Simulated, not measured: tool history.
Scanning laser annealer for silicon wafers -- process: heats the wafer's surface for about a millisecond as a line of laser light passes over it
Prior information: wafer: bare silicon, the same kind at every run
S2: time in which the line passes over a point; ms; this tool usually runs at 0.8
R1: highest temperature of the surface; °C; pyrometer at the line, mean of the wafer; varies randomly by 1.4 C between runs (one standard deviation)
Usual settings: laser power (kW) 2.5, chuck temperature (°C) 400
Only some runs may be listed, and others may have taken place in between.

{"run": 1, "hour": 0.0, "laser power (kW)": 2.5, "S2": 0.8, "chuck temperature (°C)": 400, "R1": 1180}
{"run": 2, "hour": 40.7, "laser power (kW)": 2.5, "S2": 0.8, "chuck temperature (°C)": 400, "R1": 1182}
{"run": 3, "hour": 92.0, "laser power (kW)": 2.5, "S2": 0.8, "chuck temperature (°C)": 400, "R1": 1178}
{"run": 4, "hour": 141.2, "laser power (kW)": 2.5, "S2": 0.8, "chuck temperature (°C)": 400, "R1": 1178}
{"run": 5, "hour": 209.7, "laser power (kW)": 2.5, "S2": 0.8, "chuck temperature (°C)": 400, "R1": 1179}
{"run": 6, "hour": 243.8, "laser power (kW)": 2.5, "S2": 0.8, "chuck temperature (°C)": 400, "R1": 1178}
{"run": 7, "hour": 296.8, "laser power (kW)": 2.5, "S2": 0.8, "chuck temperature (°C)": 400, "R1": 1176}
{"run": 8, "hour": 373.3, "laser power (kW)": 2.479, "S2": 0.8, "chuck temperature (°C)": 400, "R1": 1170}
{"run": 9, "hour": 434.5, "laser power (kW)": 2.5, "S2": 0.753, "chuck temperature (°C)": 400, "R1": 1148}
{"run": 10, "hour": 470.1, "laser power (kW)": 2.5, "S2": 0.753, "chuck temperature (°C)": 400, "R1": 1148}
{"run": 11, "hour": 521.6, "laser power (kW)": 2.5, "S2": 0.8, "chuck temperature (°C)": 400, "R1": 1175}
{"run": 12, "hour": 574.3, "laser power (kW)": 2.5, "S2": 0.8, "chuck temperature (°C)": 400, "R1": 1172}
{"run": 13, "hour": 624.4, "laser power (kW)": 2.5, "S2": 0.8, "chuck temperature (°C)": 398, "R1": 1170}
{"run": 14, "hour": 682.0, "laser power (kW)": 2.5, "S2": 0.705, "chuck temperature (°C)": 400, "R1": 1120}
{"run": 15, "hour": 750.5, "laser power (kW)": 2.5, "S2": 0.705, "chuck temperature (°C)": 400, "R1": 1120}
{"run": 16, "hour": 809.7, "laser power (kW)": 2.5, "S2": 0.705, "chuck temperature (°C)": 400, "R1": 1119}
{"run": 17, "hour": 874.6, "laser power (kW)": 2.5, "S2": 0.8, "chuck temperature (°C)": 400, "R1": 1170}
{"run": 18, "hour": 915.5, "laser power (kW)": 2.5, "S2": 0.8, "chuck temperature (°C)": 422, "R1": 1192}
{"run": 19, "hour": 973.8, "laser power (kW)": 2.5, "S2": 0.8, "chuck temperature (°C)": 400, "R1": 1168}
{"run": 20, "hour": 1018.4, "laser power (kW)": 2.5, "S2": 0.8, "chuck temperature (°C)": 400, "R1": 1169}
{"hour": 1024.4, "done": "window over the wafer cleaned"}
{"run": 21, "hour": 1082.5, "laser power (kW)": 2.477, "S2": 0.863, "chuck temperature (°C)": 385, "R1": 1200}
{"run": 22, "hour": 1144.4, "laser power (kW)": 2.477, "S2": 0.742, "chuck temperature (°C)": 380, "R1": 1128}
{"run": 23, "hour": 1218.7, "laser power (kW)": 2.733, "S2": 0.742, "chuck temperature (°C)": 380, "R1": 1195}
{"run": 24, "hour": 1278.0, "laser power (kW)": 2.733, "S2": 0.742, "chuck temperature (°C)": 380, "R1": 1195}
{"run": 25, "hour": 1332.9, "laser power (kW)": 2.733, "S2": 0.742, "chuck temperature (°C)": 380, "R1": 1192}
{"run": 26, "hour": 1390.8, "laser power (kW)": 2.733, "S2": 0.742, "chuck temperature (°C)": 372, "R1": 1187}
{"run": 27, "hour": 1434.4, "laser power (kW)": 2.733, "S2": 0.742, "chuck temperature (°C)": 372, "R1": 1184}
{"run": 28, "hour": 1492.4, "laser power (kW)": 2.191, "S2": 0.834, "chuck temperature (°C)": 406, "R1": 1117}
{"run": 29, "hour": 1532.7, "laser power (kW)": 2.191, "S2": 0.834, "chuck temperature (°C)": 406, "R1": 1115}
{"run": 30, "hour": 1567.3, "laser power (kW)": 2.357, "S2": 0.727, "chuck temperature (°C)": 368, "R1": 1067}
{"run": 31, "hour": 1622.5, "laser power (kW)": 2.357, "S2": 0.727, "chuck temperature (°C)": 368, "R1": 1067}
{"run": 32, "hour": 1694.8, "laser power (kW)": 2.643, "S2": 0.802, "chuck temperature (°C)": 369, "R1": 1189}
{"run": 33, "hour": 1727.5, "laser power (kW)": 2.186, "S2": 0.802, "chuck temperature (°C)": 435, "R1": 1124}
{"run": 34, "hour": 1791.9, "laser power (kW)": 2.5, "S2": 0.8, "chuck temperature (°C)": 384, "R1": 1161}
{"run": 35, "hour": 1840.1, "laser power (kW)": 2.5, "S2": 0.899, "chuck temperature (°C)": 407, "R1": 1239}

What does the tool deliver on the next run?
{"run": 36, "hour": 1893.4, "laser power (kW)": 2.5, "S2": 0.899, "chuck temperature (°C)": 407, "R1": "?"}

Run 36 yielded R1 1238 °C.
The same run, on a tool lacking any hidden state, would have yielded R1 1249 °C.
